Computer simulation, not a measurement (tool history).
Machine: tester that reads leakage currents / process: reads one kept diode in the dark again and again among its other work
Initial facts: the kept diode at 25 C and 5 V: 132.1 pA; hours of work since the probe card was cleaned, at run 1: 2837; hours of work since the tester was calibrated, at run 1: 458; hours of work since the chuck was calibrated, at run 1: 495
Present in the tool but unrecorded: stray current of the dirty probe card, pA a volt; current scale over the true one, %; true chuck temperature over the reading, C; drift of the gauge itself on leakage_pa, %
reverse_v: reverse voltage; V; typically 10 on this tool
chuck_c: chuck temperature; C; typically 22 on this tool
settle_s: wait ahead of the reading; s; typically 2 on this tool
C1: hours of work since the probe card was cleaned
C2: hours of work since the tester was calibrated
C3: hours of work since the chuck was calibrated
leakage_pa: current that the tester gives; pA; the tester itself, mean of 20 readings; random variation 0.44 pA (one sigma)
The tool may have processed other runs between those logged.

Run 1, hour 0: usual settings; C1 2837; C2 458; C3 495. Result: leakage_pa 174.9 pA.
Run 2, hour 22.6: usual settings; C1 2851; C2 472; C3 509. Result: leakage_pa 175.93 pA.
Run 3, hour 55: usual settings; C1 2870; C2 491; C3 528. Result: leakage_pa 176.12 pA.
Run 4, hour 79.2: usual settings; C1 2884; C2 505; C3 542. Result: leakage_pa 177.59 pA.
Run 5, hour 101.4: usual settings but reverse_v 6 V; C1 2897; C2 518; C3 555. Result: leakage_pa 134.43 pA.
Run 6, hour 118.3: usual settings; C1 2907; C2 528; C3 565. Result: leakage_pa 178.23 pA.
Run 7, hour 142.7: usual settings but reverse_v 2.5 V; C1 2922; C2 543; C3 580. Result: leakage_pa 85.6 pA.
Run 8, hour 179.4: usual settings but reverse_v 2.5 V; C1 2944; C2 565; C3 601. Result: leakage_pa 85.9 pA.
Run 9, hour 209.8: usual settings but reverse_v 2.5 V; C1 2962; C2 583; C3 619. Result: leakage_pa 86.19 pA.
Run 10, hour 229.7: usual settings but reverse_v 15.7 V; C1 2973; C2 594; C3 631. Result: leakage_pa 229.65 pA.
Run 11, hour 252.5: usual settings but reverse_v 15.7 V; C1 2987; C2 608; C3 645. Result: leakage_pa 231.05 pA.
Run 12, hour 275.2: usual settings but reverse_v 15.7 V; C1 3000; C2 621; C3 658. Result: leakage_pa 230.02 pA.
Run 13, hour 305.5: usual settings but reverse_v 15.7 V; C1 3018; C2 639; C3 676. Result: leakage_pa 233.54 pA.
Run 14, hour 332.5: usual settings; C1 3034; C2 655; C3 692. Result: leakage_pa 182.37 pA.
Run 15, hour 368.7: usual settings; C1 3056; C2 677; C3 714. Result: leakage_pa 183.9 pA.
Run 16, hour 385.3: usual settings; C1 3066; C2 687; C3 723. Result: leakage_pa 183.41 pA.
At hour 408.1: probe card cleaned and baked.
Run 17, hour 414.1: usual settings but reverse_v 13.8 V, chuck_c 42 C, settle_s 0.47 s; C1 4; C2 702; C3 739. Result: leakage_pa 957.57 pA.
Run 18, hour 440.7: usual settings but reverse_v 13.8 V, chuck_c 42 C, settle_s 0.47 s; C1 19; C2 718; C3 754. Result: leakage_pa 958.99 pA.
At hour 444.7: chuck's temperature calibrated.
Run 19, hour 472.7: usual settings but reverse_v 12.7 V, chuck_c 26 C; C1 37; C2 735; C3 17. Result: leakage_pa 233.29 pA.
Run 20, hour 504.2: usual settings but reverse_v 9.4 V, chuck_c 39 C; C1 56; C2 754; C3 35. Result: leakage_pa 560.37 pA.
Run 21, hour 526.2: usual settings but reverse_v 9.4 V, chuck_c 39 C; C1 69; C2 767; C3 48. Result: leakage_pa 560.85 pA.
Run 22, hour 557.6: usual settings but chuck_c 23 C, settle_s 6.67 s; C1 87; C2 786; C3 67. Result: leakage_pa 162.45 pA.
Run 23, hour 576.4: usual settings but reverse_v 2.2 V, chuck_c 44 C, settle_s 2.38 s; C1 99; C2 797; C3 78. Result: leakage_pa 398.34 pA.
Run 24, hour 599.1: usual settings but reverse_v 7.3 V, chuck_c 47 C, settle_s 0.41 s; C1 112; C2 810; C3 91. Result: leakage_pa 898.47 pA.
Run 25, hour 627.7: usual settings but settle_s 9.05 s; C1 129; C2 827; C3 108. Result: leakage_pa 150.2 pA.
Run 26, hour 649.3: usual settings but settle_s 9.05 s; C1 142; C2 840; C3 121. Result: leakage_pa 150.6 pA.
Run 27, hour 677: usual settings but settle_s 9.05 s; C1 158; C2 857; C3 138. Result: leakage_pa 151.66 pA.
Run 28, hour 702.6: usual settings but reverse_v 4 V, settle_s 3.27 s; C1 173; C2 872; C3 153. Result: leakage_pa 96.1 pA.
Run 29, hour 734.9: usual settings but reverse_v 4 V, settle_s 3.27 s; C1 192; C2 891; C3 172. Result: leakage_pa 96.75 pA.

Below, some changes in leakage_pa between adjacent runs. For each, the amount present without the hidden state too (settings, incoming material, random variation) and the amount remaining for the hidden state with gauge scatter not shared by both compared results:
Run 16 -> 17: reverse_v 10 -> 13.8, chuck_c 22 -> 42, settle_s 2 -> 0.47, probe card cleaned and baked. leakage_pa +774.16 pA: hidden state +78.09, all else +696.07.
Run 18 -> 19: reverse_v 13.8 -> 12.7, chuck_c 42 -> 26, settle_s 0.47 -> 2, chuck's temperature calibrated. leakage_pa -725.7 pA: hidden state -115.04, all else -610.66.
Run 24 -> 25: reverse_v 7.3 -> 10, chuck_c 47 -> 22, settle_s 0.41 -> 9.05. leakage_pa -748.27 pA: hidden state -15.88, all else -732.39.

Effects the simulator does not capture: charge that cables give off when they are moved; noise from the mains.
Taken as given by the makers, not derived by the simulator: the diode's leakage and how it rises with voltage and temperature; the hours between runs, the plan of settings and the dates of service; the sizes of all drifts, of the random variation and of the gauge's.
